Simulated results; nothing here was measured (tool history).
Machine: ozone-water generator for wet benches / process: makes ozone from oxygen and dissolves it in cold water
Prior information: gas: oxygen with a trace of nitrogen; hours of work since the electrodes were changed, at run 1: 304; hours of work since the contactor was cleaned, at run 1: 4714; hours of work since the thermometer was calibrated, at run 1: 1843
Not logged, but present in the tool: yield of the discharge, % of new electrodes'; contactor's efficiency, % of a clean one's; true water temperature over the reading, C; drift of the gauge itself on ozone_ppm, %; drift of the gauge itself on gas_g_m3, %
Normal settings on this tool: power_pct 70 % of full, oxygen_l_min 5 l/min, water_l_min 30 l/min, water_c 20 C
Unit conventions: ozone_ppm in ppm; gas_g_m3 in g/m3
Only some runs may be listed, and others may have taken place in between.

run	hour	power_pct	oxygen_l_min	water_l_min	water_c	hours of work since the electrodes were changed	hours of work since the contactor was cleaned	hours of work since the thermometer was calibrated	ozone_ppm	gas_g_m3
1	0	70	5	30	20	304	4714	1843	16	206.2
2	21.1	70	5	30	20	317	4727	1856	15.8	210.1
3	46.5	70	2.94	30	20	333	4743	1872	16.2	299.3
4	65.5	70	2.94	30	20	345	4756	1884	16	302.2
5	92.4	49	2.94	30	20	362	4773	1901	13.5	250.3
6	110.8	49	2.94	30	20	374	4784	1913	13.5	249.6
7	125.5	70	5	30	20	383	4794	1922	16.4	208.3
8	148.6	70	5	30	20	398	4808	1937	16.1	209.5
9	176.8	70	5	30	20	416	4826	1955	16	211.7
10	189.2	70	5	30	20	424	4834	1963	16.3	212.3
11	215.4	70	5	30	20	440	4851	1979	16.3	209.5
12	234.3	70	5	30	20	452	4863	1991	16.1	208.8
13	246.4	70	5	30	20	460	4870	1999	16.1	209.3
14	265.3	70	5	30	20	472	4882	2011	16.3	209.8
15	284.4	70	5	30	20	484	4894	2023	15.9	210
16	304.8	70	5	30	20	497	4907	2036	16.2	211.2
17	317.3	61	5	40	27	505	4915	2044	10.8	194.4
18	336	61	5	40	27	517	4927	2056	11.2	195.5
19	363	61	5	40	27	534	4944	2073	11	194.8
20	377.4	66	5	29	22	543	4953	2082	15.4	201.7
21	403.5	54	5	30	20	560	4970	2099	14.2	182.1
22	429.7	54	5	30	20	576	4987	2115	13.9	181.5
23	451.6	70	3.47	29	21	590	5000	2129	16.6	269.3
24	470.6	90	5.02	31	20	602	5012	2141	17.6	237.1
25	483.1	47	5	30	15	610	5020	2149	13.5	168.8
26	513.3	75	6.04	32	14	629	5040	2168	16.6	192
27	538.3	75	6.04	32	14	645	5055	2184	16.9	192.3
28	550.7	75	5	28	20	653	5063	2192	17.6	215.5
29	565.4	75	5	28	20	662	5073	2201	17.7	218.1
30	593.1	44	3.71	32	20	680	5090	2219	11.9	201.9
31	616.9	70	5.42	30	19	695	5105	2234	16.2	197.9
32	642.8	70	5.97	30	16	711	5122	2250	16.6	184.9

Here are 5 independent what-if runs from the current tool condition. What would each one return?
A	672.9	70	2.69	30	16	730	5141	2270	?	?
B	672.9	70	5	43	20	730	5141	2270	?	?
C	672.9	66	5.97	19	16	730	5141	2270	?	?
D	672.9	70	8.98	30	15	730	5141	2270	?	?
E	672.9	54	5.97	30	16	730	5141	2270	?	?

run	ozone_ppm	gas_g_m3
A	16.4	319.3
B	12	209
C	22.2	178.4
D	15.8	140.7
E	14.6	161.3
Take away the tool's hidden state, keep each run's random variation, and the runs would have read:
run	ozone_ppm	gas_g_m3
A	17.1	323.6
B	12.5	211.8
C	23.1	180.8
D	16.5	142.6
E	15.2	163.2
